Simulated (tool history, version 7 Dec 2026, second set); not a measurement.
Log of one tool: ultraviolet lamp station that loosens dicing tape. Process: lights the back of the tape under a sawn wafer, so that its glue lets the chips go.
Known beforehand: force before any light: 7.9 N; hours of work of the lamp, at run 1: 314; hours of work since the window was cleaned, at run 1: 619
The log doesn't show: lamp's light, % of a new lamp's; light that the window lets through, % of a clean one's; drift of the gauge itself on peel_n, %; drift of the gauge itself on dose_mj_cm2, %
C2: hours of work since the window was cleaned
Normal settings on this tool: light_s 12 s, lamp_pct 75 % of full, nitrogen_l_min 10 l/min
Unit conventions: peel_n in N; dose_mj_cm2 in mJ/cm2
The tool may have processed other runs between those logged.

Run 1, hour 0.0: usual settings; hours of work of the lamp 314; C2 619. Result: peel_n 0.670 N, dose_mj_cm2 366 mJ/cm2.
Run 2, hour 18.8: usual settings; hours of work of the lamp 322; C2 627. Result: peel_n 0.662 N, dose_mj_cm2 365 mJ/cm2.
Run 3, hour 38.2: usual settings; hours of work of the lamp 330; C2 635. Result: peel_n 0.653 N, dose_mj_cm2 360 mJ/cm2.
Run 4, hour 47.9: usual settings; hours of work of the lamp 334; C2 639. Result: peel_n 0.673 N, dose_mj_cm2 363 mJ/cm2.
Run 5, hour 60.8: usual settings; hours of work of the lamp 340; C2 645. Result: peel_n 0.667 N, dose_mj_cm2 360 mJ/cm2.
Run 6, hour 71.2: usual settings; hours of work of the lamp 344; C2 649. Result: peel_n 0.674 N, dose_mj_cm2 361 mJ/cm2.
Run 7, hour 90.2: usual settings but nitrogen_l_min 4 l/min; hours of work of the lamp 352; C2 658. Result: peel_n 1.284 N, dose_mj_cm2 358 mJ/cm2.
Run 8, hour 107.5: usual settings but nitrogen_l_min 4 l/min; hours of work of the lamp 360; C2 665. Result: peel_n 1.312 N, dose_mj_cm2 359 mJ/cm2.
At hour 109.5: window cleaned of glue's vapour.
Run 9, hour 124.7: usual settings but nitrogen_l_min 4 l/min; hours of work of the lamp 367; C2 6. Result: peel_n 1.355 N, dose_mj_cm2 350 mJ/cm2.
Run 10, hour 140.4: usual settings but lamp_pct 71 % of full, nitrogen_l_min 4 l/min; hours of work of the lamp 374; C2 13. Result: peel_n 1.489 N, dose_mj_cm2 336 mJ/cm2.
Run 11, hour 152.1: usual settings but lamp_pct 71 % of full, nitrogen_l_min 4 l/min; hours of work of the lamp 378; C2 18. Result: peel_n 1.531 N, dose_mj_cm2 330 mJ/cm2.
Run 12, hour 162.8: usual settings but lamp_pct 88 % of full; hours of work of the lamp 383; C2 23. Result: peel_n 0.534 N, dose_mj_cm2 408 mJ/cm2.
Run 13, hour 184.8: usual settings but light_s 7 s, lamp_pct 60 % of full, nitrogen_l_min 19 l/min; hours of work of the lamp 392; C2 32. Result: peel_n 1.754 N, dose_mj_cm2 164 mJ/cm2.
Run 14, hour 197.3: usual settings but lamp_pct 74 % of full, nitrogen_l_min 20 l/min; hours of work of the lamp 398; C2 37. Result: peel_n 0.483 N, dose_mj_cm2 343 mJ/cm2.
Run 15, hour 208.9: usual settings but light_s 24 s, lamp_pct 63 % of full, nitrogen_l_min 20 l/min; hours of work of the lamp 403; C2 42. Result: peel_n 0.269 N, dose_mj_cm2 583 mJ/cm2.
Run 16, hour 229.9: usual settings but light_s 24 s, lamp_pct 63 % of full, nitrogen_l_min 20 l/min; hours of work of the lamp 412; C2 51. Result: peel_n 0.282 N, dose_mj_cm2 576 mJ/cm2.
At hour 248.8: window cleaned of glue's vapour, once more.
Run 17, hour 251.3: usual settings but light_s 7 s, lamp_pct 91 % of full, nitrogen_l_min 4 l/min; hours of work of the lamp 421; C2 1. Result: peel_n 2.074 N, dose_mj_cm2 263 mJ/cm2.

Alternative continuations, all from the tool just after run 17; predict every row:
Run A, hour 268.9: usual settings but nitrogen_l_min 7 l/min; hours of work of the lamp 428; C2 9. Result: peel_n ?, dose_mj_cm2 ?.
Run B, hour 268.9: usual settings but light_s 7 s, nitrogen_l_min 5 l/min; hours of work of the lamp 428; C2 9. Result: peel_n ?, dose_mj_cm2 ?.
Run C, hour 268.9: usual settings but light_s 7 s, lamp_pct 83 % of full, nitrogen_l_min 4 l/min; hours of work of the lamp 428; C2 9. Result: peel_n ?, dose_mj_cm2 ?.

run  peel_n  dose_mj_cm2
  A   0.856          369
  B   2.308          214
  C   2.257          239
Had the tool no hidden state, the same runs would have come out as:
run  peel_n  dose_mj_cm2
  A   0.699          413
  B   2.012          240
  C   1.967          268
